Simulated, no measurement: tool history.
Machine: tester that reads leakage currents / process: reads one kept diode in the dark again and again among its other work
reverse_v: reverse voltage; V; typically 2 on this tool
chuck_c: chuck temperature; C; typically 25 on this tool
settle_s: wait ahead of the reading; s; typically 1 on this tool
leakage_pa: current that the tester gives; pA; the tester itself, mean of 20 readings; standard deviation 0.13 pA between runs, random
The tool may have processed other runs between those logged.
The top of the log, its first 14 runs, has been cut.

| run | hour | reverse_v | chuck_c | settle_s | leakage_pa |
|---|---|---|---|---|---|
| 15 | 1277.4 | 2 | 25 | 1 | 39.43 |
| 16 | 1347.7 | 2 | 25 | 1 | 39.16 |
| 17 | 1439.9 | 2 | 25 | 1 | 38.78 |
| 18 | 1535.3 | 2 | 25 | 0.93 | 38.61 |
| 19 | 1599.6 | 2 | 25 | 0.93 | 38.65 |
| 20 | 1697.5 | 2 | 25 | 0.93 | 37.71 |
| 21 | 1799.9 | 7.25 | 23 | 3.37 | 58.49 |
| 22 | 1907.9 | 3.37 | 27 | 1.25 | 55.4 |
| 23 | 2010.3 | 1.02 | 25 | 0.75 | 27.48 |
| 24 | 2124.1 | 7.44 | 28 | 5.39 | 85.25 |
| 25 | 2249.8 | 2 | 25 | 5.59 | 35.93 |
| 26 | 2321.5 | 2.33 | 21 | 1 | 28.7 |
| 27 | 2406.5 | 2.33 | 21 | 1 | 28.13 |
|  | 2486.4 | chuck's temperature calibrated |
| 28 | 2517.6 | 1.25 | 28 | 6.9 | 43.25 |
| 29 | 2618.5 | 1.25 | 32 | 6.9 | 59.5 |
| 30 | 2736.9 | 15.95 | 25 | 1 | 120.05 |
| 31 | 2805.2 | 2 | 25 | 1 | 41.71 |
| 32 | 2875 | 2 | 25 | 1 | 41.32 |
| 33 | 2932.3 | 1.87 | 44 | 2.06 | 173.21 |
|  | 2982.1 | probe card cleaned and baked |
| 34 | 3046.5 | 1.93 | 23 | 1 | 31.02 |
| 35 | 3123.4 | 1.93 | 42 | 4.59 | 143.88 |
| 36 | 3198.5 | 1.93 | 42 | 4.59 | 142.44 |
| 37 | 3276.5 | 1.93 | 42 | 1.49 | 141.72 |
| 38 | 3327.9 | 1.07 | 22 | 1 | 21.71 |
| 39 | 3419.1 | 1.07 | 22 | 1 | 21.51 |

4 options for the next run, each taken on its own from the tool as it stands now. Forecast them:
| A | 3476.8 | 16.4 | 22 | 5.87 | ? |
| B | 3476.8 | 17.41 | 53 | 1.82 | ? |
| C | 3476.8 | 1.07 | 22 | 1.43 | ? |
| D | 3476.8 | 1.07 | 21 | 1 | ? |

| run | leakage_pa |
|---|---|
| A | 71.2 |
| B | 792.28 |
| C | 21.28 |
| D | 19.56 |
Stripped of hidden state, with their random variation kept, the same runs would have yielded:
| run | leakage_pa |
|---|---|
| A | 74.14 |
| B | 875.01 |
| C | 23.77 |
| D | 21.83 |
